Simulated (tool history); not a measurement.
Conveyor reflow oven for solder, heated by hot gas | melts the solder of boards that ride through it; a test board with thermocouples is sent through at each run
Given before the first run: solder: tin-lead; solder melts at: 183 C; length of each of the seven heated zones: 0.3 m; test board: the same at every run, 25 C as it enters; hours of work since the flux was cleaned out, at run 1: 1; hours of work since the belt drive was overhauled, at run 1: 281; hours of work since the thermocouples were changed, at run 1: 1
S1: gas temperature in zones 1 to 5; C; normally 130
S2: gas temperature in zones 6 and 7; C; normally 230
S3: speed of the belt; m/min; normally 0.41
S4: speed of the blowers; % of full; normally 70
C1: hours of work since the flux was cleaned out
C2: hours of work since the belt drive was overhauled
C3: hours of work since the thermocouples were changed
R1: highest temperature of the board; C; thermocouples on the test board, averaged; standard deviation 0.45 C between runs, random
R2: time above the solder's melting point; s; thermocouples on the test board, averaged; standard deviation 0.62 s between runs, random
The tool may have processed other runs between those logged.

| run | hour | S1 | S2 | S3 | S4 | C1 | C2 | C3 | R1 | R2 |
|---|---|---|---|---|---|---|---|---|---|---|
| 1 | 0 | 130 | 230 | 0.41 | 70 | 1 | 281 | 1 | 215.2 | 62.4 |
| 2 | 29.2 | 130 | 226 | 0.41 | 70 | 18 | 298 | 18 | 211.2 | 59 |
| 3 | 66.7 | 130 | 226 | 0.483 | 70 | 40 | 320 | 40 | 206.3 | 42.8 |
| 4 | 92.8 | 130 | 233 | 0.41 | 70 | 55 | 335 | 55 | 217.7 | 63.9 |
| 5 | 116.6 | 130 | 230 | 0.41 | 76 | 69 | 348 | 69 | 215.9 | 62 |
| 6 | 138.9 | 130 | 230 | 0.41 | 76 | 81 | 361 | 81 | 216.4 | 62.9 |
| 7 | 154.5 | 130 | 230 | 0.41 | 76 | 90 | 370 | 90 | 215 | 61.8 |
| 8 | 183.1 | 130 | 230 | 0.41 | 76 | 107 | 387 | 107 | 215.2 | 62.3 |
| 9 | 219.3 | 130 | 230 | 0.41 | 70 | 128 | 408 | 128 | 214.6 | 60.6 |
| 10 | 237.5 | 130 | 230 | 0.41 | 70 | 138 | 418 | 138 | 213.7 | 60.5 |
| 11 | 270.7 | 130 | 230 | 0.41 | 70 | 157 | 437 | 157 | 214.3 | 60.3 |
| 12 | 298.7 | 130 | 230 | 0.41 | 70 | 174 | 453 | 174 | 213.1 | 59.7 |
| 13 | 322.7 | 130 | 230 | 0.41 | 70 | 188 | 467 | 188 | 214 | 59.7 |
| 14 | 340.2 | 130 | 230 | 0.41 | 70 | 198 | 477 | 198 | 214.2 | 59.5 |
| 15 | 378.6 | 124 | 230 | 0.41 | 70 | 220 | 500 | 220 | 212.3 | 56.8 |
| 16 | 400.1 | 124 | 230 | 0.41 | 70 | 232 | 512 | 232 | 212.1 | 55.7 |
| 17 | 426.9 | 124 | 230 | 0.434 | 70 | 248 | 527 | 248 | 210.5 | 50.8 |
| 18 | 463.3 | 124 | 229 | 0.434 | 90 | 269 | 548 | 269 | 212.8 | 53.9 |
| 19 | 482 | 124 | 243 | 0.444 | 90 | 279 | 559 | 279 | 224.8 | 60.4 |
| 20 | 518.9 | 124 | 243 | 0.365 | 90 | 301 | 580 | 301 | 230.6 | 81.1 |
| 21 | 551 | 130 | 240 | 0.409 | 70 | 319 | 599 | 319 | 220.9 | 67.3 |
| 22 | 581.7 | 130 | 240 | 0.409 | 70 | 337 | 617 | 337 | 221.1 | 66.1 |
| 23 | 603.6 | 130 | 233 | 0.342 | 70 | 350 | 629 | 350 | 220.4 | 79.5 |
| 24 | 634.6 | 130 | 233 | 0.342 | 70 | 368 | 647 | 368 | 220.8 | 80.7 |
| 25 | 665.7 | 130 | 229 | 0.41 | 70 | 385 | 665 | 385 | 210.6 | 56.7 |
| 26 | 689.1 | 130 | 229 | 0.41 | 70 | 399 | 679 | 399 | 211.1 | 56.5 |
| 27 | 725.7 | 117 | 219 | 0.482 | 70 | 420 | 700 | 420 | 194.3 | 22.1 |
| 28 | 753.5 | 117 | 219 | 0.482 | 70 | 436 | 716 | 436 | 194.2 | 21 |
|  | 769.9 | flux residue cleaned out of gas plates and filters |
| 29 | 797.1 | 117 | 219 | 0.482 | 70 | 16 | 738 | 458 | 198.3 | 31 |
| 30 | 828.4 | 117 | 219 | 0.482 | 70 | 34 | 756 | 476 | 199 | 29.6 |
| 31 | 853.8 | 132 | 244 | 0.441 | 81 | 48 | 771 | 491 | 228.2 | 67.6 |
| 32 | 872 | 132 | 226 | 0.452 | 55 | 59 | 781 | 502 | 205.9 | 45.7 |

Hidden state at the last listed run before each entry between runs and at the first one after, where it differs:
Between runs 28 and 29: flux residue cleaned out of gas plates and filters (hour 769.9)
  heat that the gas passes to the board, % of a clean oven's: 82.4 -> 98.8; belt's true speed, % of the reading: 99.12 -> 99.09; true gas temperature in zones 6 and 7 over the reading, C: 0.96 -> 1.01
  measured minus no-state result, R1: -4.8 -> +0.8 C; R2: -8.6 -> +1.4 s
